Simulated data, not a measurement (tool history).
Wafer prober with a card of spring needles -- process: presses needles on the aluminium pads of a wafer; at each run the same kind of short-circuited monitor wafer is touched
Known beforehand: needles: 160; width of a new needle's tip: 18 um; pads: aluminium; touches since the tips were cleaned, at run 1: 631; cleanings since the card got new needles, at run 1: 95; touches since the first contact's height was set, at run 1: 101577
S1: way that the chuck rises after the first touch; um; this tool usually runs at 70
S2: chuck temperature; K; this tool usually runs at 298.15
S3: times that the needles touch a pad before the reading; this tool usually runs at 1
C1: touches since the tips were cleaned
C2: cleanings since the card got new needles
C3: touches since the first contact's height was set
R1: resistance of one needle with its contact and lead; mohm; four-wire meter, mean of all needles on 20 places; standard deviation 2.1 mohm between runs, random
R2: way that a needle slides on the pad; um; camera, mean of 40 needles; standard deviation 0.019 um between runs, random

run	hour	S1	S2	S3	C1	C2	C3	R1	R2
1	0.0	70	298.15	1	631	95	101577	272	9.43
# hour 12.5: tips cleaned on abrasive film
2	14.3	70	298.15	1	1105	96	110108	297	9.41
# hour 25.2: tips cleaned on abrasive film
# hour 38.2: tips cleaned on abrasive film
3	41.9	70	298.15	1	2264	98	126589	324	9.42
# hour 51.8: tips cleaned on abrasive film
# hour 64.3: tips cleaned on abrasive film
4	66.2	70	298.15	1	1155	100	141040	306	9.40
# hour 76.2: tips cleaned on abrasive film
# hour 89.5: tips cleaned on abrasive film
5	97.7	70	298.15	1	4958	102	159874	348	9.38
# hour 101.5: tips cleaned on abrasive film
# hour 115.0: tips cleaned on abrasive film
6	115.0	70	352.15	1	0	104	170125	254	9.34
# hour 128.1: tips cleaned on abrasive film
7	133.0	70	352.15	1	2935	105	180903	351	9.38
# hour 140.2: tips cleaned on abrasive film
8	149.8	62	298.15	1	5750	106	190892	388	8.25
# hour 152.2: tips cleaned on abrasive film
# hour 165.6: tips cleaned on abrasive film
9	165.6	70	305.15	1	0	108	200272	240	9.33
# hour 177.4: height of the first contact set anew
# hour 179.8: tips cleaned on abrasive film
10	183.2	70	305.15	1	2081	109	3467	325	9.28
# hour 193.3: tips cleaned on abrasive film
11	200.7	70	305.15	1	4421	110	13867	350	9.30
# hour 207.4: tips cleaned on abrasive film
# hour 221.8: tips cleaned on abrasive film
12	229.1	70	298.15	1	4365	112	30829	350	9.24
# hour 234.0: tips cleaned on abrasive film
# hour 246.0: tips cleaned on abrasive film
13	257.1	89	369.15	3	6658	114	47555	277	11.83
# hour 260.0: tips cleaned on abrasive film
# hour 272.0: tips cleaned on abrasive film
14	275.5	70	298.15	1	2098	116	58464	323	9.22
# hour 285.7: tips cleaned on abrasive film
15	294.6	70	323.15	2	5385	117	69904	312	9.23
# hour 300.1: tips cleaned on abrasive film
16	310.9	70	323.15	2	6490	118	79606	311	9.22
# hour 313.6: tips cleaned on abrasive film
# hour 325.7: tips cleaned on abrasive film
17	331.1	70	389.15	2	3207	120	91611	314	9.22
# hour 336.7: height of the first contact set anew, once more
# hour 339.6: tips cleaned on abrasive film
# hour 351.6: tips cleaned on abrasive film
18	359.6	70	389.15	2	4813	122	13633	319	9.49

Difference, measured minus no-hidden-state, one row per run. Run-to-run variation is common to both terms; the gauge's own scatter need not be:
Hidden state at play: debris on the tips, nm; way that the needles fall short of the set height, um; tips' diameter, um; drift of the gauge itself on contact_mohm, %; drift of the gauge itself on scrub_um, %.
run	R1	R2
1	+42	-0.09
2	+68	-0.09
3	+92	-0.10
4	+75	-0.12
5	+119	-0.14
6	+9	-0.15
7	+102	-0.15
8	+154	-0.16
9	+11	-0.18
10	+93	-0.24
11	+120	-0.24
12	+120	-0.26
13	+28	-0.27
14	+94	-0.29
15	+74	-0.30
16	+75	-0.30
17	+61	-0.31
18	+62	-0.01
